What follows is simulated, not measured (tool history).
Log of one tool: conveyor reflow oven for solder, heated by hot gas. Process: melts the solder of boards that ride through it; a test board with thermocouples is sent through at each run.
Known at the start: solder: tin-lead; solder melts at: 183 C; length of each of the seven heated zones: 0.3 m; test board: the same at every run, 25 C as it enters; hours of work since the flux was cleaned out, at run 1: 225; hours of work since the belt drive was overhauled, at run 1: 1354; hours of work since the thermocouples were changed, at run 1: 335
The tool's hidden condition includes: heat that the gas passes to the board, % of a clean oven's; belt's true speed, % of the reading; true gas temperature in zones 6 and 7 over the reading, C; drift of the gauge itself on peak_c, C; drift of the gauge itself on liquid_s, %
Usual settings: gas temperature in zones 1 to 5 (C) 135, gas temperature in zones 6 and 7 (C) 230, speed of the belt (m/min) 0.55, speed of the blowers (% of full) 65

run,hour,gas temperature in zones 1 to 5 (C),gas temperature in zones 6 and 7 (C),speed of the belt (m/min),speed of the blowers (% of full),hours of work since the flux was cleaned out,hours of work since the belt drive was overhauled,hours of work since the thermocouples were changed,highest temperature of the board (C),time above the solder's melting point (s)
1,0,135,230,0.55,65,225,1354,335,211.9,44.2
2,48.6,135,230,0.55,65,247,1376,357,211.9,44
# hour 132.2: flux residue cleaned out of gas plates and filters
3,132.2,139,230,0.55,65,0,1412,392,214.4,47.8
4,184,139,230,0.55,65,23,1435,416,214.5,47.8
5,279.4,139,230,0.55,65,66,1478,459,214.5,47.8
6,361.6,139,230,0.55,65,104,1515,496,214.5,47.6
7,411.4,135,230,0.55,65,126,1538,518,213.5,45.8
# hour 494: belt drive overhauled, speed set with a stopwatch
8,503.3,135,230,0.55,65,166,4,558,213.6,45.9
9,562.6,135,230,0.55,65,193,31,585,213.4,45.7
10,612.4,135,230,0.55,65,215,53,607,213.4,45.8
11,666.7,135,230,0.55,65,240,78,632,213.3,45.8
12,751,135,230,0.55,65,278,116,670,213.1,45.6
# hour 770: flux residue cleaned out of gas plates and filters
# hour 819.4: belt drive overhauled, speed set with a stopwatch, once more
13,853.4,135,230,0.55,54,36,15,712,210.3,41.9
14,917,135,230,0.643,65,65,44,741,208.6,34
15,958,134,235,0.513,65,83,63,759,220.4,53.6
16,1023.5,145,242,0.55,53,113,92,789,221.7,53.4
17,1080,145,242,0.55,53,138,118,814,221.7,53.7
# hour 1145: thermocouples of zones 6 and 7 changed
18,1149.1,135,243,0.55,52,168,148,2,217.2,46.8
19,1235.3,135,243,0.55,52,207,187,41,216.9,47
20,1296.6,135,245,0.502,52,235,215,68,222.5,55.8
21,1359,149,229,0.55,65,263,243,97,212.9,49.4
# hour 1405.3: flux residue cleaned out of gas plates and filters
22,1462,150,230,0.55,84,26,287,141,219.4,55.1
23,1554,137,237,0.536,54,67,329,182,216,48.2
24,1638.2,137,239,0.536,59,105,367,220,219.3,50.8
25,1723,129,230,0.505,67,143,405,259,214.6,48.7
26,1776.7,128,225,0.55,65,168,429,283,206.5,37.4
27,1843.5,128,225,0.55,69,198,459,313,207.4,38.3
28,1906.5,135,230,0.445,65,226,488,342,218.5,61.5

Hidden condition of the tool, last listed run before each entry between runs versus first listed run after:
After run 2, before run 3: flux residue cleaned out of gas plates and filters (hour 132.2)
  heat that the gas passes to the board, % of a clean oven's: 92.4 -> 100; belt's true speed, % of the reading: 98.82 -> 98.79; true gas temperature in zones 6 and 7 over the reading, C: 1.41 -> 1.55
  measured minus no-state result, highest temperature of the board (C): -0.3 -> +1.7; time above the solder's melting point (s): -0.1 -> +1.9
After run 7, before run 8: belt drive overhauled, speed set with a stopwatch (hour 494)
  heat that the gas passes to the board, % of a clean oven's: 96.6 -> 95.6; belt's true speed, % of the reading: 98.67 -> 98.33; true gas temperature in zones 6 and 7 over the reading, C: 2.05 -> 2.21
  measured minus no-state result, highest temperature of the board (C): +1.3 -> +1.4; time above the solder's melting point (s): +1.5 -> +1.7
After run 12, before run 13: flux residue cleaned out of gas plates and filters (hour 770); belt drive overhauled, speed set with a stopwatch, once more (hour 819.4)
  heat that the gas passes to the board, % of a clean oven's: 92.8 -> 98.8; belt's true speed, % of the reading: 98.23 -> 100.12; true gas temperature in zones 6 and 7 over the reading, C: 2.65 -> 2.81
  measured minus no-state result, highest temperature of the board (C): +1 -> +2; time above the solder's melting point (s): +1.4 -> +1.7
After run 17, before run 18: thermocouples of zones 6 and 7 changed (hour 1145)
  heat that the gas passes to the board, % of a clean oven's: 96 -> 95.3; belt's true speed, % of the reading: 100.02 -> 99.99; true gas temperature in zones 6 and 7 over the reading, C: 3.22 -> 0.17
  measured minus no-state result, highest temperature of the board (C): +1.7 -> -1; time above the solder's melting point (s): +1.1 -> -0.8
After run 21, before run 22: flux residue cleaned out of gas plates and filters (hour 1405.3)
  heat that the gas passes to the board, % of a clean oven's: 92.8 -> 99.1; belt's true speed, % of the reading: 99.9 -> 99.86; true gas temperature in zones 6 and 7 over the reading, C: 0.55 -> 0.73
  measured minus no-state result, highest temperature of the board (C): -1.1 -> +0.5; time above the solder's melting point (s): -1.1 -> +0.3
